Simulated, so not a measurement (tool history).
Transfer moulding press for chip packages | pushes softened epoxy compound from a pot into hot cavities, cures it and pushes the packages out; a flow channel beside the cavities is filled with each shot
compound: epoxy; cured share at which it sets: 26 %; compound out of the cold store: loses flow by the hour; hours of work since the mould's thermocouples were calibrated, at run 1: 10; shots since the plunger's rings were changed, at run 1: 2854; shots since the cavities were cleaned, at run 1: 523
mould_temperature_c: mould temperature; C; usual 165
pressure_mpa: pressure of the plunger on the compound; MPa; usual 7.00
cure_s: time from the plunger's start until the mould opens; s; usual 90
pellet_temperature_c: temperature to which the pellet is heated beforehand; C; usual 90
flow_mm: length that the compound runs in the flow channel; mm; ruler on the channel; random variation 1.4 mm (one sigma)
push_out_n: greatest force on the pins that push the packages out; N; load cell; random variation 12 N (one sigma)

run	hour	mould_temperature_c	pressure_mpa	cure_s	pellet_temperature_c	hours of work since the mould's thermocouples were calibrated	shots since the plunger's rings were changed	shots since the cavities were cleaned	incoming compound's hours out of the cold store	flow_mm	push_out_n
1	0.0	165	7.00	90	90	10	2854	523	14.5	629	1206
# hour 14.0: cavities cleaned with cleaning compound and waxed
2	18.8	165	7.00	90	90	21	3069	60	18.0	617	709
3	48.8	165	7.00	90	90	41	3442	433	31.2	571	1088
# hour 71.5: cavities cleaned with cleaning compound and waxed
4	76.8	165	7.00	90	88	59	3772	66	28.9	578	694
# hour 90.9: plunger's sealing rings changed
5	107.1	165	7.00	90	88	77	202	412	45.7	540	1074
# hour 131.4: cavities cleaned with cleaning compound and waxed
6	142.0	165	7.00	90	88	99	617	131	14.7	638	854
7	177.7	165	7.00	90	90	122	1062	576	34.1	572	1170
# hour 187.8: cavities cleaned with cleaning compound and waxed
8	215.8	165	7.00	90	90	146	1518	349	34.1	570	1046
# hour 244.0: cavities cleaned with cleaning compound and waxed
9	246.0	165	7.00	90	90	165	1874	24	26.2	594	630
10	270.5	165	7.00	105	90	181	2179	329	40.1	547	884
# hour 300.2: cavities cleaned with cleaning compound and waxed
11	307.5	165	7.00	105	90	205	2621	91	12.6	638	639
12	323.3	170	7.00	90	90	215	2817	287	43.6	532	824
13	340.0	165	7.00	90	90	226	3025	495	22.3	603	1177
# hour 357.7: cavities cleaned with cleaning compound and waxed
14	368.0	165	7.00	90	91	243	3356	129	37.3	555	823
15	405.8	171	7.00	85	98	268	3826	599	8.3	637	1026
# hour 412.9: cavities cleaned with cleaning compound and waxed
# hour 418.1: plunger's sealing rings changed
16	440.3	171	7.00	85	98	288	276	311	17.2	620	916
17	462.9	165	8.02	90	90	303	557	592	28.4	631	1191
# hour 470.5: cavities cleaned with cleaning compound and waxed
18	494.6	165	7.00	112	90	323	933	300	14.5	637	811
# hour 527.1: cavities cleaned with cleaning compound and waxed
19	528.0	165	7.00	112	90	344	1330	11	44.0	540	476
20	548.6	165	7.00	112	90	358	1586	267	35.0	568	798
21	578.0	165	7.00	90	86	377	1951	632	39.5	554	1245
# hour 583.1: cavities cleaned with cleaning compound and waxed
22	602.3	162	7.00	90	90	392	2236	240	47.1	532	1110
23	626.0	165	7.00	90	99	407	2530	534	46.4	529	1113
# hour 639.6: cavities cleaned with cleaning compound and waxed
24	658.7	170	7.40	85	84	428	2919	238	33.6	579	902
25	684.9	165	5.56	90	83	445	3244	563	42.0	482	1222
# hour 697.2: cavities cleaned with cleaning compound and waxed
26	712.4	161	7.00	90	92	462	3568	189	41.2	545	1172
27	730.7	158	6.59	70	92	474	3796	417	12.7	624	3280
# hour 744.5: plunger's sealing rings changed
# hour 755.5: cavities cleaned with cleaning compound and waxed
28	755.5	158	6.59	70	92	488	118	0	45.1	533	1445

Forecast each of these 3 alternatives for the next run:
A	788.0	160	5.21	90	91	509	523	405	47.7	?	?
B	788.0	165	8.61	121	90	509	523	405	31.6	?	?
C	788.0	172	7.40	71	90	509	523	405	17.6	?	?

run	flow_mm	push_out_n
A	466	1424
B	644	851
C	637	1271
Without the tool's hidden state the same runs would have given:
run	flow_mm	push_out_n
A	467	667
B	645	430
C	638	602
